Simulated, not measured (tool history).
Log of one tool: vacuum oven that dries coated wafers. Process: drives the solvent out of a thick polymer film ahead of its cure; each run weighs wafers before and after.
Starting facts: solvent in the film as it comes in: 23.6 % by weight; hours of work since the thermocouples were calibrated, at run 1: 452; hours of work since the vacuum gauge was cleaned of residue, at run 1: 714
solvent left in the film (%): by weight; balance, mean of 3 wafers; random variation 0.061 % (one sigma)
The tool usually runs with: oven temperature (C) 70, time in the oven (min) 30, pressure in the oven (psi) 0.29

run,hour,oven temperature (C),time in the oven (min),pressure in the oven (psi),hours of work since the thermocouples were calibrated,hours of work since the vacuum gauge was cleaned of residue,solvent left in the film (%)
1,0,70,30,0.29,452,714,3.25
2,41,70,30,0.29,484,745,3.45
3,98.9,70,30,0.29,529,790,3.49
4,125.7,70,30,0.799,550,811,4.25
5,153.1,70,30,0.29,571,832,3.47
6,214.9,70,30,0.29,619,880,3.48
7,275.7,70,30,0.29,666,928,3.57
8,303.6,70,30,0.631,688,949,3.73
9,347.9,70,52,0.29,722,984,1.24
10,390,70,17,0.29,755,1017,6.89
11,420.1,70,21,0.194,778,1040,5.5
12,466,70,21,0.194,814,1075,5.47
13,511.1,62,22,0.16,849,1111,9
14,568,70,42,0.29,893,1155,1.92
15,629,68,21,0.545,940,1202,6.89
16,675,68,21,0.545,976,1238,7
17,710.8,64,30,0.284,1004,1266,5.94
18,737.4,81,22,0.624,1025,1286,1.95
19,766.4,76,29,0.183,1047,1309,1.68

Each row is a separate what-if for the run after 19, all from the same tool condition, not one after another. Results?
A,809.2,70,28,0.29,1080,1342,?
B,809.2,67,30,0.814,1080,1342,?
C,809.2,84,18,0.532,1080,1342,?

run,solvent left in the film (%)
A,3.78
B,5.5
C,1.91
With no hidden state in the tool, these same runs would have given:
run,solvent left in the film (%)
A,3.8
B,5.52
C,1.92
